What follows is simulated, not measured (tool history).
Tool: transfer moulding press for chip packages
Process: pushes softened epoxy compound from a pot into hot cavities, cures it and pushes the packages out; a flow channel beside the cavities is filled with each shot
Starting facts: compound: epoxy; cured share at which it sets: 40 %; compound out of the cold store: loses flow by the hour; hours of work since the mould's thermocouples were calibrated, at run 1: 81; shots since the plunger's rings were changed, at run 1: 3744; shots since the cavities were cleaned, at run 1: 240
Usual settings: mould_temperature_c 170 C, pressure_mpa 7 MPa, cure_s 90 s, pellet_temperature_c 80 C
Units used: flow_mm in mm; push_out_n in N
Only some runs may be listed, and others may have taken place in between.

run,hour,mould_temperature_c,pressure_mpa,cure_s,pellet_temperature_c,hours of work since the mould's thermocouples were calibrated,shots since the plunger's rings were changed,shots since the cavities were cleaned,incoming compound's hours out of the cold store,flow_mm,push_out_n
1,0,170,7,90,80,81,3744,240,24,757,445
# hour 39: cavities cleaned with cleaning compound and waxed
2,85.5,170,7,90,80,130,4721,541,43,692,430
# hour 94.4: cavities cleaned with cleaning compound and waxed
# hour 152.1: cavities cleaned with cleaning compound and waxed
3,172.2,170,7,90,80,179,5694,234,21.3,767,450
# hour 211.2: plunger's sealing rings changed
# hour 212.7: cavities cleaned with cleaning compound and waxed
4,236.3,170,7,90,80,214,275,275,26.2,748,436
# hour 273.5: cavities cleaned with cleaning compound and waxed
5,291.1,170,7,90,80,246,894,204,25.2,752,448
# hour 330.1: cavities cleaned with cleaning compound and waxed
6,350.2,170,7,90,80,279,1564,233,22.8,762,428
# hour 385: cavities cleaned with cleaning compound and waxed
7,414.1,170,7,90,80,316,2289,338,33.8,723,424
# hour 440.6: cavities cleaned with cleaning compound and waxed
8,471.6,170,7,90,80,349,2941,361,47.2,678,432
# hour 499: mould's thermocouples calibrated
# hour 500.5: cavities cleaned with cleaning compound and waxed
# hour 554.5: cavities cleaned with cleaning compound and waxed
9,559.2,170,7,90,80,34,3901,55,34.2,716,450
# hour 609.7: cavities cleaned with cleaning compound and waxed
10,636.9,170,7,90,80,78,4787,316,36.4,715,441
# hour 668.2: cavities cleaned with cleaning compound and waxed
11,685.6,170,7,90,80,106,5335,202,23.5,753,422
# hour 725.1: cavities cleaned with cleaning compound and waxed
# hour 756.6: plunger's sealing rings changed
12,756.6,170,7,90,80,145,0,338,41.7,695,445
# hour 787.4: cavities cleaned with cleaning compound and waxed
13,799.7,170,7,90,80,169,483,143,19.9,768,448
# hour 841.8: cavities cleaned with cleaning compound and waxed
14,849.1,172,5.56,74,88,197,1040,85,46.4,602,462
# hour 896.1: cavities cleaned with cleaning compound and waxed
15,896.1,171,6.46,72,78,224,1569,0,27,714,555
# hour 951.8: cavities cleaned with cleaning compound and waxed
16,974.2,171,7.26,79,78,269,2459,260,37.7,715,478
# hour 1009.8: cavities cleaned with cleaning compound and waxed
17,1049.3,163,6.18,76,71,312,3315,459,29.2,708,829
# hour 1069.2: cavities cleaned with cleaning compound and waxed
18,1089.8,165,6.18,76,84,335,3769,240,40.6,667,682
# hour 1125: cavities cleaned with cleaning compound and waxed
# hour 1141.5: mould's thermocouples calibrated
19,1159.5,165,6.18,76,84,11,4538,377,17.5,748,725
# hour 1185.7: cavities cleaned with cleaning compound and waxed
20,1228.7,165,6.18,76,84,50,5325,500,36.7,678,683
# hour 1241.6: cavities cleaned with cleaning compound and waxed
21,1279.7,165,6.18,125,76,79,5900,442,46.7,645,414
# hour 1302.1: plunger's sealing rings changed
# hour 1303.6: cavities cleaned with cleaning compound and waxed
22,1350.2,170,7.61,92,71,118,542,542,42.6,723,438
# hour 1362.5: cavities cleaned with cleaning compound and waxed
23,1410.2,163,6.13,90,77,152,1222,555,20.9,738,622
# hour 1417.7: cavities cleaned with cleaning compound and waxed
24,1456.8,163,6.13,90,77,179,1746,454,33,694,586
# hour 1475.7: cavities cleaned with cleaning compound and waxed
25,1519.2,176,7,90,76,214,2455,507,10.5,791,395
# hour 1534: cavities cleaned with cleaning compound and waxed
# hour 1590.5: cavities cleaned with cleaning compound and waxed
26,1593.6,176,7,90,76,256,3284,36,38.9,689,429

Forecast each of these 3 alternatives for the next run:
# hour 1646.7: cavities cleaned with cleaning compound and waxed
A,1670.8,174,6.92,90,87,300,4164,280,18.7,?,?
# hour 1646.7: cavities cleaned with cleaning compound and waxed
B,1670.8,176,7,76,76,300,4164,280,45.3,?,?
# hour 1646.7: cavities cleaned with cleaning compound and waxed
C,1670.8,176,7,71,76,300,4164,280,17.3,?,?

run,flow_mm,push_out_n
A,764,410
B,674,435
C,771,456
The same runs, with their run-to-run variation unchanged, on a tool lacking any hidden condition would have given:
run,flow_mm,push_out_n
A,765,408
B,674,433
C,771,454

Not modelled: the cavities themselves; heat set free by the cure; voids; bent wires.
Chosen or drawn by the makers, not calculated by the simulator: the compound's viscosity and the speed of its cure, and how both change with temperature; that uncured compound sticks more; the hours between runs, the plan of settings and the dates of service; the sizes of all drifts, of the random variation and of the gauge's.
